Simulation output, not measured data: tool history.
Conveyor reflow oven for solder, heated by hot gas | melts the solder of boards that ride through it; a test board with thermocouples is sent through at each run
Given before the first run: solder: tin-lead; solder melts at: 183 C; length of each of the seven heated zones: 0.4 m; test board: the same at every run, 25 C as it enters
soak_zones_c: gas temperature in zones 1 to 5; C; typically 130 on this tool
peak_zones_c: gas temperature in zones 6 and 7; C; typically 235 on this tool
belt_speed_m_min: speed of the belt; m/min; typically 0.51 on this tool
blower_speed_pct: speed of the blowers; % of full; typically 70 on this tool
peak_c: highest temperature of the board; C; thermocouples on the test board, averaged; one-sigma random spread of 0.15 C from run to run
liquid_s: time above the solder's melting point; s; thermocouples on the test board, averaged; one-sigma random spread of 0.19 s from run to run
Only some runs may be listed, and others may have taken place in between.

run,hour,soak_zones_c,peak_zones_c,belt_speed_m_min,blower_speed_pct,peak_c,liquid_s
1,0,130,235,0.51,70,214.7,65.6
2,25.3,130,235,0.51,70,214.7,65.4
3,47.8,130,235,0.51,70,214.8,65.2
4,64.3,130,235,0.51,70,214.4,65.4
5,89.5,130,235,0.51,70,214.4,64.9
# hour 95.9: belt drive overhauled, speed set with a stopwatch
6,106.8,130,235,0.51,70,214.5,66
# hour 119.2: flux residue cleaned out of gas plates and filters
7,129.2,121,243,0.51,88,228.9,76.9
8,141.4,141,235,0.51,83,223.2,80.1
# hour 156: belt drive overhauled, speed set with a stopwatch, once more
9,174.9,141,235,0.51,83,222.2,76.7
10,201,142,241,0.436,53,225.4,92.8

Difference, measured minus no-hidden-state, one row per run. Run-to-run variation is common to both terms; the gauge's own scatter need not be:
Hidden state present: heat that the gas passes to the board, % of a clean oven's; belt's true speed, % of the reading; true gas temperature in zones 6 and 7 over the reading, C; drift of the gauge itself on peak_c, C; drift of the gauge itself on liquid_s, %.
run,peak_c,liquid_s
1,-2.4,-1.6
2,-2.5,-1.7
3,-2.6,-1.9
4,-2.7,-2.1
5,-2.9,-2.2
6,-2.6,-1.2
7,+1.8,+4.1
8,+1.5,+4.1
9,+0.5,+0.3
10,+0.6,+0.6
